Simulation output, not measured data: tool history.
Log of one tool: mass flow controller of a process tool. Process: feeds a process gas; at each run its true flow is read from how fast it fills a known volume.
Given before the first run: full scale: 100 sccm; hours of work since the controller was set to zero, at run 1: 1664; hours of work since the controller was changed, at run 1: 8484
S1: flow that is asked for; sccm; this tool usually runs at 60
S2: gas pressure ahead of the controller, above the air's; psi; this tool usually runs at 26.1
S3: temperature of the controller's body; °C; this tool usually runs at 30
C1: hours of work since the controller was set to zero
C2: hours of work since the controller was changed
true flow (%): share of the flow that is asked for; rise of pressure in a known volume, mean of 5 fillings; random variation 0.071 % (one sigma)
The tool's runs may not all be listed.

{"run": 1, "day": 0.0, "S1": 60, "S2": 26.1, "S3": 30, "C1": 1664, "C2": 8484, "true flow (%)": 99.64}
{"run": 2, "day": 14.396, "S1": 60, "S2": 26.1, "S3": 30, "C1": 1870, "C2": 8690, "true flow (%)": 99.72}
{"run": 3, "day": 22.117, "S1": 60, "S2": 26.1, "S3": 30, "C1": 1980, "C2": 8800, "true flow (%)": 99.8}
{"run": 4, "day": 36.383, "S1": 60, "S2": 26.1, "S3": 30, "C1": 2184, "C2": 9004, "true flow (%)": 99.71}
{"run": 5, "day": 47.246, "S1": 60, "S2": 26.1, "S3": 30, "C1": 2339, "C2": 9159, "true flow (%)": 99.54}
{"run": 6, "day": 55.446, "S1": 29, "S2": 26.1, "S3": 30, "C1": 2456, "C2": 9276, "true flow (%)": 99.25}
{"run": 7, "day": 62.9, "S1": 60, "S2": 26.1, "S3": 30, "C1": 2563, "C2": 9383, "true flow (%)": 99.84}
{"run": 8, "day": 70.262, "S1": 60, "S2": 30.9, "S3": 30, "C1": 2668, "C2": 9488, "true flow (%)": 99.56}
{"run": 9, "day": 78.292, "S1": 60, "S2": 36.8, "S3": 30, "C1": 2783, "C2": 9602, "true flow (%)": 99.36}
{"run": 10, "day": 88.933, "S1": 60, "S2": 36.8, "S3": 30, "C1": 2935, "C2": 9754, "true flow (%)": 99.36}
{"run": 11, "day": 100.992, "S1": 60, "S2": 36.8, "S3": 30, "C1": 3107, "C2": 9927, "true flow (%)": 99.53}
{"run": 12, "day": 109.475, "S1": 60, "S2": 36.8, "S3": 30, "C1": 3228, "C2": 10048, "true flow (%)": 99.4}
{"run": 13, "day": 116.292, "S1": 60, "S2": 36.8, "S3": 30, "C1": 3325, "C2": 10145, "true flow (%)": 99.36}
{"run": 14, "day": 123.475, "S1": 60, "S2": 36.8, "S3": 30, "C1": 3428, "C2": 10248, "true flow (%)": 99.51}
{"run": 15, "day": 132.754, "S1": 60, "S2": 36.8, "S3": 30, "C1": 3560, "C2": 10380, "true flow (%)": 99.47}
{"run": 16, "day": 142.292, "S1": 60, "S2": 36.8, "S3": 30, "C1": 3697, "C2": 10517, "true flow (%)": 99.41}
{"run": 17, "day": 157.158, "S1": 60, "S2": 26.1, "S3": 30, "C1": 3909, "C2": 10729, "true flow (%)": 99.6}
{"run": 18, "day": 164.6, "S1": 11, "S2": 26.1, "S3": 30, "C1": 4015, "C2": 10835, "true flow (%)": 98.87}
{"run": 19, "day": 176.033, "S1": 11, "S2": 26.1, "S3": 30, "C1": 4179, "C2": 10998, "true flow (%)": 98.72}
{"run": 20, "day": 190.688, "S1": 24, "S2": 26.1, "S3": 30, "C1": 4388, "C2": 11208, "true flow (%)": 99.11}
{"run": 21, "day": 200.254, "S1": 60, "S2": 32.5, "S3": 30, "C1": 4525, "C2": 11344, "true flow (%)": 99.53}
{"run": 22, "day": 214.629, "S1": 60, "S2": 32.5, "S3": 23, "C1": 4730, "C2": 11550, "true flow (%)": 99.02}
{"run": 23, "day": 227.129, "S1": 60, "S2": 32.5, "S3": 23, "C1": 4908, "C2": 11728, "true flow (%)": 98.99}
{"run": 24, "day": 240.942, "S1": 60, "S2": 32.5, "S3": 23, "C1": 5106, "C2": 11925, "true flow (%)": 99.12}
{"run": 25, "day": 247.6, "S1": 60, "S2": 32.5, "S3": 23, "C1": 5201, "C2": 12021, "true flow (%)": 99.12}
{"run": 26, "day": 258.454, "S1": 60, "S2": 32.5, "S3": 23, "C1": 5356, "C2": 12176, "true flow (%)": 99.08}
{"run": 27, "day": 273.146, "S1": 17, "S2": 26.0, "S3": 23, "C1": 5566, "C2": 12385, "true flow (%)": 98.53}
{"run": 28, "day": 288.288, "S1": 19, "S2": 21.5, "S3": 23, "C1": 5782, "C2": 12602, "true flow (%)": 98.72}
{"run": 29, "day": 303.517, "S1": 19, "S2": 22.6, "S3": 26, "C1": 5999, "C2": 12819, "true flow (%)": 98.9}
{"run": 30, "day": 314.083, "S1": 19, "S2": 22.6, "S3": 26, "C1": 6150, "C2": 12970, "true flow (%)": 98.77}
{"run": 31, "day": 321.438, "S1": 60, "S2": 22.6, "S3": 30, "C1": 6255, "C2": 13075, "true flow (%)": 99.82}
{"run": 32, "day": 335.888, "S1": 79, "S2": 22.6, "S3": 31, "C1": 6462, "C2": 13281, "true flow (%)": 100.26}
{"day": 340.717, "done": "controller exchanged for a calibrated one"}
{"run": 33, "day": 347.825, "S1": 53, "S2": 26.1, "S3": 30, "C1": 102, "C2": 102, "true flow (%)": 99.7}
{"run": 34, "day": 357.921, "S1": 15, "S2": 31.9, "S3": 24, "C1": 246, "C2": 246, "true flow (%)": 98.37}
{"run": 35, "day": 370.212, "S1": 72, "S2": 32.9, "S3": 34, "C1": 421, "C2": 421, "true flow (%)": 100.03}
{"run": 36, "day": 380.758, "S1": 16, "S2": 38.4, "S3": 34, "C1": 572, "C2": 572, "true flow (%)": 98.83}
{"run": 37, "day": 390.575, "S1": 11, "S2": 26.1, "S3": 30, "C1": 712, "C2": 712, "true flow (%)": 98.89}
{"run": 38, "day": 397.175, "S1": 60, "S2": 27.4, "S3": 38, "C1": 806, "C2": 806, "true flow (%)": 100.03}
{"run": 39, "day": 407.792, "S1": 60, "S2": 22.2, "S3": 30, "C1": 958, "C2": 958, "true flow (%)": 99.69}
{"run": 40, "day": 418.854, "S1": 57, "S2": 26.1, "S3": 20, "C1": 1116, "C2": 1116, "true flow (%)": 99.13}
{"run": 41, "day": 433.975, "S1": 60, "S2": 25.2, "S3": 38, "C1": 1332, "C2": 1332, "true flow (%)": 100.09}
{"run": 42, "day": 448.296, "S1": 60, "S2": 25.2, "S3": 38, "C1": 1536, "C2": 1536, "true flow (%)": 100.19}
{"run": 43, "day": 455.388, "S1": 54, "S2": 32.5, "S3": 24, "C1": 1638, "C2": 1638, "true flow (%)": 99.1}
{"run": 44, "day": 468.112, "S1": 60, "S2": 26.1, "S3": 25, "C1": 1819, "C2": 1819, "true flow (%)": 99.49}
{"run": 45, "day": 478.983, "S1": 22, "S2": 32.8, "S3": 27, "C1": 1975, "C2": 1975, "true flow (%)": 98.61}
{"run": 46, "day": 488.2, "S1": 22, "S2": 32.8, "S3": 27, "C1": 2106, "C2": 2106, "true flow (%)": 98.66}
{"run": 47, "day": 495.262, "S1": 69, "S2": 31.6, "S3": 26, "C1": 2207, "C2": 2207, "true flow (%)": 99.56}

Alternative continuations, all from the tool just after run 47; predict every row:
{"run": "A", "day": 501.971, "S1": 57, "S2": 36.3, "S3": 26, "C1": 2303, "C2": 2303, "true flow (%)": "?"}
{"run": "B", "day": 501.971, "S1": 35, "S2": 26.1, "S3": 30, "C1": 2303, "C2": 2303, "true flow (%)": "?"}
{"run": "C", "day": 501.971, "S1": 82, "S2": 26.1, "S3": 30, "C1": 2303, "C2": 2303, "true flow (%)": "?"}
{"run": "D", "day": 501.971, "S1": 29, "S2": 26.1, "S3": 30, "C1": 2303, "C2": 2303, "true flow (%)": "?"}

run=A true_flow_(%)=99.19
run=B true_flow_(%)=99.24
run=C true_flow_(%)=100.18
run=D true_flow_(%)=99.09
The same runs, with their run-to-run variation unchanged, on a tool lacking any hidden condition would have given:
run=A true_flow_(%)=99.19
run=B true_flow_(%)=99.25
run=C true_flow_(%)=100.18
run=D true_flow_(%)=99.10
